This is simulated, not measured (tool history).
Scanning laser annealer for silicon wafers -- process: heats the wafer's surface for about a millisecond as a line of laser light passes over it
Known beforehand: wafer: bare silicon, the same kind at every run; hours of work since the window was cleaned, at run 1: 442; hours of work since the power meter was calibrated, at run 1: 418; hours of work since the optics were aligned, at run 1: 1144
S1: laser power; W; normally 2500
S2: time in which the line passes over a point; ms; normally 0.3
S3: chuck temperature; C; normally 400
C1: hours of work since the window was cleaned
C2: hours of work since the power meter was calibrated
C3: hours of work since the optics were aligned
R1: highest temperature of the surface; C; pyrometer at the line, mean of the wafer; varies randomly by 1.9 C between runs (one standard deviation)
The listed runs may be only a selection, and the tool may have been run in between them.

run     day    S1     S2   S3   C1   C2    C3    R1
  1       0  2500    0.3  400  442  418  1144  1227
  2   0.746  2500    0.3  399  449  425  1152  1226
  3   2.121  2500    0.3  399  463  439  1166  1225
  4   3.558  2500   0.29  400  478  453  1180  1214
  5   4.312  2500    0.3  398  485  461  1188  1222
  6   5.362  2500    0.3  400  496  472  1198  1226
  7   7.042  2500    0.3  400  513  488  1215  1224
  8   8.529  2500    0.3  400  528  503  1230  1224
  9   9.267  2219    0.3  400  535  511  1237  1126
 10  10.483  2219    0.3  400  547  523  1249  1130
 11  11.429  2219    0.3  400  557  532  1259  1130
 12  13.058  2219    0.3  400  573  549  1275  1126
 13  14.642  2500    0.3  394  589  565  1291  1216
 14  15.742  2500    0.3  394  600  576  1302  1215
     16.504  -- window over the wafer cleaned
 15  16.946  2500    0.3  389    4  587  1313  1204
 16   18.65  2500    0.3  389   22  604  1330  1201
 17  19.421  2500    0.3  400   29  612  1338  1215
 18    20.9  2500    0.3  400   44  626  1353  1216
 19  22.071  2500    0.3  400   56  638  1365  1219
       22.6  -- optics aligned, line set to its width
 20  23.075  2500    0.3  400   64  646     5  1218
 21   24.05  2500    0.3  400   74  656    15  1217
 22  24.929  2458  0.308  383   82  665    23  1200
     25.446  -- window over the wafer cleaned, once more
 23  26.158  2373  0.334  367    7  676    35  1212
 24  26.921  2236  0.333  423   15  684    42  1213
 25  28.242  2500  0.286  383   28  697    56  1202
 26    29.9  2500  0.291  400   45  714    72  1226
 27  30.938  2500    0.3  373   55  724    83  1210
 28  31.871  2500    0.3  373   64  734    92  1213
 29  32.642  2630    0.3  400   72  741   100  1283
 30  33.671  2234    0.3  400   82  752   110  1144
 31  34.917  2234    0.3  400   95  764   123  1147
 32  35.683  2283    0.3  400  103  772   130  1167
 33  36.838  2263  0.301  395  114  783   142  1154
 34  37.617  2263  0.301  395  122  791   150  1150
 35  38.912  2267  0.288  385  135  804   163  1128
 36  40.521  2208  0.311  366  151  820   179  1115
 37  42.312  2208  0.311  366  169  838   197  1116
 38   43.35  2222   0.34  400  180  849   207  1185
 39  44.583  2688   0.31  394  192  861   220  1307
 40  46.038  2517  0.361  417  206  876   234  1340
 41  46.917  2565  0.343  423  215  884   243  1340

Below, each run's measurement less what the same run would have read without the hidden state. Both values contain the same run-to-run variation, but the gauge's scatter may not be the same in both:
Hidden state present: light that passes the window, % of a clean one's; laser's true power over the reading, %; width of the line over the set one, %; drift of the gauge itself on peak_c, C.
run   R1
  1  -18
  2  -18
  3  -19
  4  -19
  5  -20
  6  -21
  7  -21
  8  -22
  9  -19
 10  -20
 11  -19
 12  -20
 13  -23
 14  -24
 15  -29
 16  -29
 17  -29
 18  -30
 19  -30
 20  -26
 21  -27
 22  -27
 23   -3
 24   -4
 25   -4
 26   -4
 27   -5
 28   -5
 29   -5
 30   -5
 31   -6
 32   -6
 33   -6
 34   -7
 35   -7
 36   -7
 37   -8
 38   -9
 39  -11
 40  -11
 41  -11
